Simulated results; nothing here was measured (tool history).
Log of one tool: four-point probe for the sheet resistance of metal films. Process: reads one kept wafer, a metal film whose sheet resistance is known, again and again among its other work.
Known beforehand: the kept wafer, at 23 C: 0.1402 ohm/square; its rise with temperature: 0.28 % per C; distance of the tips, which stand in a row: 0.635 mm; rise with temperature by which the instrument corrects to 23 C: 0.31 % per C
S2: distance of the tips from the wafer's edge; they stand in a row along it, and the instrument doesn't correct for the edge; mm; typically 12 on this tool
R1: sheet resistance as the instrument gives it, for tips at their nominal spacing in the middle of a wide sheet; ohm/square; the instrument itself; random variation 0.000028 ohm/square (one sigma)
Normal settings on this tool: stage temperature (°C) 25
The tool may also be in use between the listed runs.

Run 1, day 0: usual settings. Result: R1 0.140798 ohm/square.
Run 2, day 1.717: usual settings. Result: R1 0.140885 ohm/square.
Run 3, day 2.821: usual settings. Result: R1 0.140804 ohm/square.
Run 4, day 4.471: usual settings. Result: R1 0.140784 ohm/square.
Run 5, day 5.929: usual settings but S2 41 mm. Result: R1 0.140599 ohm/square.
Run 6, day 7.312: usual settings. Result: R1 0.140758 ohm/square.
Run 7, day 9.083: usual settings. Result: R1 0.140709 ohm/square.
Run 8, day 10.283: usual settings. Result: R1 0.140789 ohm/square.
Run 9, day 11.262: usual settings. Result: R1 0.14075 ohm/square.
Run 10, day 12.908: usual settings. Result: R1 0.140785 ohm/square.
Run 11, day 14.429: usual settings. Result: R1 0.140712 ohm/square.
Run 12, day 16.167: usual settings. Result: R1 0.140716 ohm/square.
Run 13, day 17.725: usual settings but S2 3 mm. Result: R1 0.143877 ohm/square.
Run 14, day 18.938: usual settings but S2 3 mm. Result: R1 0.143876 ohm/square.
Run 15, day 20.696: usual settings but S2 3 mm. Result: R1 0.143811 ohm/square.
Run 16, day 21.567: usual settings but S2 3 mm. Result: R1 0.143761 ohm/square.
Run 17, day 22.946: usual settings but S2 3 mm. Result: R1 0.143773 ohm/square.
Run 18, day 24.479: usual settings but S2 3 mm. Result: R1 0.143792 ohm/square.
At day 25.292: stage's thermometer calibrated.
Run 19, day 26.288: usual settings. Result: R1 0.140516 ohm/square.
Run 20, day 27.675: usual settings. Result: R1 0.140531 ohm/square.
Run 21, day 29.017: usual settings. Result: R1 0.140487 ohm/square.
Run 22, day 29.921: usual settings. Result: R1 0.140518 ohm/square.
Run 23, day 31.3: usual settings but stage temperature (°C) 20, S2 17 mm. Result: R1 0.140612 ohm/square.
Run 24, day 32.9: usual settings but stage temperature (°C) 20, S2 7 mm. Result: R1 0.14112 ohm/square.
Run 25, day 34.562: usual settings but stage temperature (°C) 20, S2 7 mm. Result: R1 0.141114 ohm/square.
Run 26, day 35.788: usual settings but stage temperature (°C) 30, S2 7 mm. Result: R1 0.140715 ohm/square.
Run 27, day 37.021: usual settings but stage temperature (°C) 23, S2 13 mm. Result: R1 0.140507 ohm/square.
Run 28, day 38.675: usual settings but stage temperature (°C) 34. Result: R1 0.140065 ohm/square.
Run 29, day 39.458: usual settings but stage temperature (°C) 22, S2 13 mm. Result: R1 0.140588 ohm/square.
Run 30, day 40.804: usual settings but stage temperature (°C) 22, S2 13 mm. Result: R1 0.140546 ohm/square.
Run 31, day 42.321: usual settings but stage temperature (°C) 24, S2 6 mm. Result: R1 0.141114 ohm/square.
Run 32, day 43.604: usual settings but stage temperature (°C) 18. Result: R1 0.140729 ohm/square.
Run 33, day 45.029: usual settings but stage temperature (°C) 21, S2 8 mm. Result: R1 0.140903 ohm/square.
Run 34, day 46.171: usual settings but stage temperature (°C) 27, S2 9 mm. Result: R1 0.140515 ohm/square.
Run 35, day 47.138: usual settings but stage temperature (°C) 30, S2 14 mm. Result: R1 0.140162 ohm/square.
Run 36, day 48.854: usual settings but stage temperature (°C) 30, S2 14 mm. Result: R1 0.140185 ohm/square.
Run 37, day 50.504: usual settings but stage temperature (°C) 30, S2 14 mm. Result: R1 0.140172 ohm/square.
Run 38, day 51.667: usual settings but stage temperature (°C) 21, S2 44 mm. Result: R1 0.140379 ohm/square.
Run 39, day 52.967: usual settings but stage temperature (°C) 20, S2 4 mm. Result: R1 0.142275 ohm/square.
Run 40, day 54.646: usual settings but stage temperature (°C) 32, S2 21 mm. Result: R1 0.139892 ohm/square.
Run 41, day 55.433: usual settings but stage temperature (°C) 32, S2 21 mm. Result: R1 0.139976 ohm/square.
Run 42, day 57.179: usual settings but stage temperature (°C) 35, S2 48 mm. Result: R1 0.139762 ohm/square.
Run 43, day 58.579: usual settings but stage temperature (°C) 23, S2 6 mm. Result: R1 0.141104 ohm/square.
Run 44, day 59.954: usual settings but stage temperature (°C) 27, S2 21 mm. Result: R1 0.140174 ohm/square.

Forecast each of these 5 alternatives for the next run:
Run A, day 61.583: usual settings but stage temperature (°C) 18, S2 55 mm. Result: R1 ?.
Run B, day 61.583: usual settings but stage temperature (°C) 23, S2 5 mm. Result: R1 ?.
Run C, day 61.583: usual settings but stage temperature (°C) 27, S2 21 mm. Result: R1 ?.
Run D, day 61.583: usual settings but stage temperature (°C) 23, S2 61 mm. Result: R1 ?.
Run E, day 61.583: usual settings but stage temperature (°C) 23, S2 21 mm. Result: R1 ?.

run        R1
  A   0.14047
  B  0.141442
  C  0.140118
  D   0.14023
  E  0.140296
What these runs would have given with no unlogged condition in the tool:
run        R1
  A  0.140422
  B  0.141395
  C  0.140072
  D  0.140183
  E   0.14025
